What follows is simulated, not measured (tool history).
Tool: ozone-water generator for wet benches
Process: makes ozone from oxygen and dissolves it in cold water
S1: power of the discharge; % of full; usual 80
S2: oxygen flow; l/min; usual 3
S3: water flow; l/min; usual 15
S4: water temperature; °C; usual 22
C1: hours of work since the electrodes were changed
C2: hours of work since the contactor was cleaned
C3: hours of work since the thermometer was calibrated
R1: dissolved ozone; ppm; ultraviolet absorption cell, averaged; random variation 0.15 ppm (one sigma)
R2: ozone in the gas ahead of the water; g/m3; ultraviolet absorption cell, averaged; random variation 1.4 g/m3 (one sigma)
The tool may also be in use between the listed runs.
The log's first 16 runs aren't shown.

{"run": 17, "hour": 431.9, "S1": 100, "S2": 3.96, "S3": 15, "S4": 22, "C1": 620, "C2": 58, "C3": 3023, "R1": 21, "R2": 261.5}
{"run": 18, "hour": 453.5, "S1": 100, "S2": 3.96, "S3": 15, "S4": 22, "C1": 639, "C2": 77, "C3": 3042, "R1": 21.2, "R2": 262.2}
{"hour": 488.8, "done": "contactor cleaned, once more"}
{"run": 19, "hour": 491.5, "S1": 80, "S2": 5.33, "S3": 13, "S4": 22, "C1": 669, "C2": 2, "C3": 3072, "R1": 23.2, "R2": 208.3}
{"run": 20, "hour": 507.8, "S1": 84, "S2": 1.5, "S3": 22, "S4": 22, "C1": 683, "C2": 17, "C3": 3086, "R1": 10.5, "R2": 328.7}
{"run": 21, "hour": 535.6, "S1": 84, "S2": 1.5, "S3": 22, "S4": 25, "C1": 708, "C2": 41, "C3": 3111, "R1": 9.9, "R2": 329.1}
{"run": 22, "hour": 564.3, "S1": 84, "S2": 1.5, "S3": 22, "S4": 25, "C1": 733, "C2": 66, "C3": 3136, "R1": 9.7, "R2": 326}
{"run": 23, "hour": 599.4, "S1": 84, "S2": 1.5, "S3": 22, "S4": 25, "C1": 763, "C2": 97, "C3": 3167, "R1": 10, "R2": 323.8}
{"run": 24, "hour": 614.7, "S1": 67, "S2": 2.95, "S3": 13, "S4": 22, "C1": 777, "C2": 110, "C3": 3180, "R1": 19.1, "R2": 233.1}
{"run": 25, "hour": 639.0, "S1": 67, "S2": 3.52, "S3": 10, "S4": 21, "C1": 798, "C2": 132, "C3": 3201, "R1": 24.3, "R2": 215.8}
{"run": 26, "hour": 664.8, "S1": 80, "S2": 4.21, "S3": 15, "S4": 15, "C1": 821, "C2": 154, "C3": 3224, "R1": 22.2, "R2": 223.8}
{"run": 27, "hour": 679.5, "S1": 98, "S2": 2.39, "S3": 15, "S4": 22, "C1": 834, "C2": 167, "C3": 3237, "R1": 19.6, "R2": 302.5}
{"run": 28, "hour": 713.1, "S1": 98, "S2": 2.39, "S3": 15, "S4": 22, "C1": 863, "C2": 197, "C3": 3266, "R1": 19.7, "R2": 303.1}
{"run": 29, "hour": 734.9, "S1": 99, "S2": 2.34, "S3": 24, "S4": 23, "C1": 882, "C2": 216, "C3": 3286, "R1": 11.9, "R2": 308.7}
{"run": 30, "hour": 765.3, "S1": 67, "S2": 2.99, "S3": 10, "S4": 20, "C1": 909, "C2": 243, "C3": 3312, "R1": 24.3, "R2": 230.2}
{"run": 31, "hour": 792.1, "S1": 76, "S2": 4.92, "S3": 10, "S4": 20, "C1": 933, "C2": 266, "C3": 3336, "R1": 27.5, "R2": 209}
{"run": 32, "hour": 820.3, "S1": 95, "S2": 3, "S3": 11, "S4": 22, "C1": 957, "C2": 291, "C3": 3361, "R1": 26.5, "R2": 276.9}

4 ways to go on from here, each from the tool as it stands after run 32. What would each give?
{"run": "A", "hour": 850.3, "S1": 80, "S2": 5.04, "S3": 11, "S4": 22, "C1": 984, "C2": 317, "C3": 3387, "R1": "?", "R2": "?"}
{"run": "B", "hour": 850.3, "S1": 55, "S2": 3, "S3": 15, "S4": 22, "C1": 984, "C2": 317, "C3": 3387, "R1": "?", "R2": "?"}
{"run": "C", "hour": 850.3, "S1": 80, "S2": 3, "S3": 15, "S4": 21, "C1": 984, "C2": 317, "C3": 3387, "R1": "?", "R2": "?"}
{"run": "D", "hour": 850.3, "S1": 80, "S2": 2.84, "S3": 17, "S4": 15, "C1": 984, "C2": 317, "C3": 3387, "R1": "?", "R2": "?"}

run=A R1=25.6 R2=212.3
run=B R1=14.9 R2=203.8
run=C R1=19 R2=251.5
run=D R1=17.7 R2=254.3
Without the tool's hidden state the same runs would have given:
run=A R1=26.9 R2=219.4
run=B R1=15.6 R2=209.3
run=C R1=20 R2=259.9
run=D R1=18.6 R2=262.8
